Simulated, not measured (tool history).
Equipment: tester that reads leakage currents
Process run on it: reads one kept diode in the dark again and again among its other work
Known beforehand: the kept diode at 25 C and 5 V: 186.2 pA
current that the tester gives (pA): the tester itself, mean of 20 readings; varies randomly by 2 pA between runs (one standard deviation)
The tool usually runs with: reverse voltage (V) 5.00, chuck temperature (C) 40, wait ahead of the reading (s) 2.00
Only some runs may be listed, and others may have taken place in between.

run	hour	reverse voltage (V)	chuck temperature (C)	wait ahead of the reading (s)	current that the tester gives (pA)
1	0.0	5.00	40	2.00	673.28
2	29.3	6.06	40	2.00	738.58
3	49.5	6.06	40	2.00	735.07
4	66.5	6.06	40	2.00	737.37
5	84.2	6.06	40	2.00	736.87
# hour 92.8: chuck's temperature calibrated
6	111.4	6.06	40	2.00	735.25
7	133.8	6.06	40	2.00	736.28
8	166.5	1.75	40	2.00	416.40
9	199.7	1.75	40	2.00	417.24
10	228.5	5.00	40	2.20	677.30
11	248.4	5.00	40	2.20	673.86
12	263.2	3.73	25	0.33	167.25
13	288.9	16.03	34	2.00	696.08
14	308.4	5.00	27	0.77	225.62
15	338.7	1.39	21	3.36	72.23
16	371.8	2.42	46	0.60	782.35
17	399.6	2.42	46	0.60	778.32
18	424.0	2.42	40	4.52	483.11
19	455.0	1.07	40	2.00	334.67
20	470.1	13.14	52	2.00	2680.73
21	494.8	11.87	27	2.00	331.62
22	514.6	11.87	27	2.00	332.60

What if the next run were any one of these 5? Each begins from the tool's condition after run 22:
A	528.3	3.93	40	1.38	?
B	528.3	5.00	45	2.00	?
C	528.3	8.84	22	1.26	?
D	528.3	11.87	51	2.00	?
E	528.3	11.87	47	1.62	?

run	current that the tester gives (pA)
A	603.35
B	1004.04
C	186.00
D	2363.55
E	1742.69
What these runs would have given with no unlogged condition in the tool:
run	current that the tester gives (pA)
A	602.82
B	1003.21
C	185.65
D	2361.66
E	1741.19
